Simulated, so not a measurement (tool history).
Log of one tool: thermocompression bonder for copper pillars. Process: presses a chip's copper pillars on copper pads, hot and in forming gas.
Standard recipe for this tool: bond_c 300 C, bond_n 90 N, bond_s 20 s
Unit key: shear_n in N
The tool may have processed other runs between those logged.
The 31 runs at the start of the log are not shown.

Run 32, day 15.804: usual settings but bond_c 304 C, bond_n 97 N, bond_s 37 s. Result: shear_n 110 N.
At day 16.208: forming gas filter changed.
Run 33, day 16.346: usual settings but bond_c 294 C, bond_s 13 s. Result: shear_n 82.8 N.
Run 34, day 16.967: usual settings but bond_c 294 C, bond_s 13 s. Result: shear_n 81.2 N.
Run 35, day 17.621: usual settings but bond_c 308 C, bond_n 56 N, bond_s 11 s. Result: shear_n 68 N.
Run 36, day 18.254: usual settings but bond_c 308 C, bond_n 56 N, bond_s 11 s. Result: shear_n 67.3 N.
Run 37, day 18.75: usual settings but bond_c 276 C, bond_n 56 N, bond_s 45 s. Result: shear_n 80.4 N.
Run 38, day 19.388: usual settings but bond_c 302 C, bond_s 11 s. Result: shear_n 79.7 N.
Run 39, day 19.892: usual settings but bond_c 302 C, bond_s 11 s. Result: shear_n 79.5 N.
Run 40, day 20.388: usual settings but bond_c 302 C, bond_s 11 s. Result: shear_n 77.5 N.
Run 41, day 20.804: usual settings but bond_n 58 N, bond_s 29 s. Result: shear_n 83.8 N.

3 ways to go on from here, each from the tool as it stands after run 41. What would each give?
Run A, day 21.092: usual settings but bond_c 299 C, bond_n 101 N, bond_s 21 s. Result: shear_n ?.
Run B, day 21.092: usual settings but bond_n 55 N, bond_s 34 s. Result: shear_n ?.
Run C, day 21.092: usual settings but bond_s 35 s. Result: shear_n ?.

run  shear_n
  A     95.4
  B     85.3
  C    104.4
What these runs would have given with no unlogged condition in the tool:
run  shear_n
  A    101.5
  B     90.3
  C    111.7
